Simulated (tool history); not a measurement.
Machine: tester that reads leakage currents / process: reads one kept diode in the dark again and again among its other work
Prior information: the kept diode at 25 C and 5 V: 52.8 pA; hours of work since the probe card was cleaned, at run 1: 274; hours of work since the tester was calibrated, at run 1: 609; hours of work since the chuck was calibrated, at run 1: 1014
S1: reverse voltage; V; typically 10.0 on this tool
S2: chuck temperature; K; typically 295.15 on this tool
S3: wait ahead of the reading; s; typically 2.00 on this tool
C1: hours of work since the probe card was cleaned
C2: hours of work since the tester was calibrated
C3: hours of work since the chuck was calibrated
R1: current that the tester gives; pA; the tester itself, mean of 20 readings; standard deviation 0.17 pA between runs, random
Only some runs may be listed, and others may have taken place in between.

run 1 hour=0.0 | S1=10.0 S2=295.15 S3=2.00 | C1=274 C2=609 C3=1014 | R1=61.71
run 2 hour=218.2 | S1=10.0 S2=295.15 S3=2.00 | C1=373 C2=707 C3=1112 | R1=63.88
run 3 hour=406.3 | S1=1.5 S2=295.15 S3=2.00 | C1=457 C2=792 C3=1197 | R1=24.76
run 4 hour=529.7 | S1=10.0 S2=295.15 S3=2.00 | C1=513 C2=848 C3=1253 | R1=66.38
run 5 hour=724.4 | S1=10.0 S2=295.15 S3=2.00 | C1=601 C2=935 C3=1341 | R1=68.28
run 6 hour=902.8 | S1=10.0 S2=295.15 S3=2.00 | C1=681 C2=1016 C3=1421 | R1=69.85
run 7 hour=1101.2 | S1=10.0 S2=295.15 S3=2.00 | C1=771 C2=1105 C3=1510 | R1=71.51
run 8 hour=1262.6 | S1=10.0 S2=295.15 S3=2.00 | C1=843 C2=1178 C3=1583 | R1=72.78
run 9 hour=1454.5 | S1=10.0 S2=295.15 S3=2.00 | C1=930 C2=1265 C3=1670 | R1=73.95
-- hour=1672.8 chuck's temperature calibrated
run 10 hour=1672.8 | S1=10.0 S2=295.15 S3=2.00 | C1=1027 C2=1362 C3=0 | R1=72.87
run 11 hour=1877.0 | S1=10.0 S2=295.15 S3=2.00 | C1=1120 C2=1454 C3=92 | R1=74.56
run 12 hour=2000.0 | S1=10.0 S2=295.15 S3=2.00 | C1=1175 C2=1510 C3=148 | R1=75.72
run 13 hour=2095.6 | S1=10.0 S2=295.15 S3=2.00 | C1=1218 C2=1553 C3=191 | R1=76.65
run 14 hour=2262.1 | S1=10.0 S2=295.15 S3=2.00 | C1=1293 C2=1628 C3=266 | R1=78.32
run 15 hour=2384.8 | S1=3.7 S2=295.15 S3=2.00 | C1=1349 C2=1683 C3=321 | R1=43.58
-- hour=2405.0 probe card cleaned and baked
run 16 hour=2480.9 | S1=3.7 S2=295.15 S3=2.00 | C1=34 C2=1725 C3=363 | R1=45.28
run 17 hour=2651.5 | S1=3.1 S2=310.15 S3=1.05 | C1=111 C2=1802 C3=440 | R1=142.74
run 18 hour=2823.7 | S1=10.0 S2=296.15 S3=1.41 | C1=189 C2=1880 C3=518 | R1=92.37
run 19 hour=3012.7 | S1=1.4 S2=296.15 S3=1.41 | C1=274 C2=1965 C3=603 | R1=29.28
run 20 hour=3114.2 | S1=10.0 S2=312.15 S3=0.35 | C1=320 C2=2011 C3=649 | R1=313.23
run 21 hour=3256.6 | S1=5.0 S2=321.15 S3=0.35 | C1=384 C2=2075 C3=713 | R1=456.71
run 22 hour=3439.2 | S1=5.0 S2=321.15 S3=0.35 | C1=466 C2=2157 C3=795 | R1=459.58
run 23 hour=3653.0 | S1=10.0 S2=294.15 S3=2.60 | C1=563 C2=2254 C3=892 | R1=88.51
-- hour=3717.2 probe card cleaned and baked, once more
run 24 hour=3818.2 | S1=10.0 S2=312.15 S3=0.74 | C1=46 C2=2327 C3=965 | R1=282.89
run 25 hour=3928.4 | S1=4.0 S2=307.15 S3=6.52 | C1=95 C2=2376 C3=1014 | R1=117.01
run 26 hour=4145.1 | S1=4.0 S2=307.15 S3=6.52 | C1=193 C2=2474 C3=1112 | R1=118.95
run 27 hour=4237.0 | S1=6.0 S2=315.15 S3=3.37 | C1=234 C2=2516 C3=1153 | R1=291.63
run 28 hour=4397.9 | S1=1.9 S2=295.15 S3=0.32 | C1=307 C2=2588 C3=1226 | R1=27.51
run 29 hour=4564.8 | S1=5.6 S2=295.15 S3=1.69 | C1=382 C2=2663 C3=1301 | R1=47.70
run 30 hour=4686.3 | S1=5.6 S2=295.15 S3=1.69 | C1=437 C2=2718 C3=1356 | R1=48.07
run 31 hour=4818.2 | S1=1.7 S2=295.15 S3=1.69 | C1=496 C2=2778 C3=1416 | R1=26.52

Selected run-to-run steps in R1, each split into two signed amounts: the part the tool would show with no hidden state at all (from settings, incoming material and random variation), and the remainder, which goes to the hidden state together with any gauge scatter not common to the measured and the hidden-state-free results:
Hidden state present: stray current of the dirty probe card, pA a volt; current scale over the true one, %; true chuck temperature over the reading, C; drift of the gauge itself on leakage_pa, %.
Run 18 -> 19: S1 10.0 -> 1.4. R1 -63.09 pA: hidden state -26.76, all else -36.33.
Run 19 -> 20: S1 1.4 -> 10.0, S2 296.15 -> 312.15, S3 1.41 -> 0.35. R1 +283.95 pA: hidden state +35.43, all else +248.52.
Run 22 -> 23: S1 5.0 -> 10.0, S2 321.15 -> 294.15, S3 0.35 -> 2.60. R1 -371.07 pA: hidden state +7.46, all else -378.53.
Run 23 -> 24: S2 294.15 -> 312.15, S3 2.60 -> 0.74, probe card cleaned and baked, once more. R1 +194.38 pA: hidden state -27.54, all else +221.92.
Run 27 -> 28: S1 6.0 -> 1.9, S2 315.15 -> 295.15, S3 3.37 -> 0.32. R1 -264.12 pA: hidden state -12.61, all else -251.51.
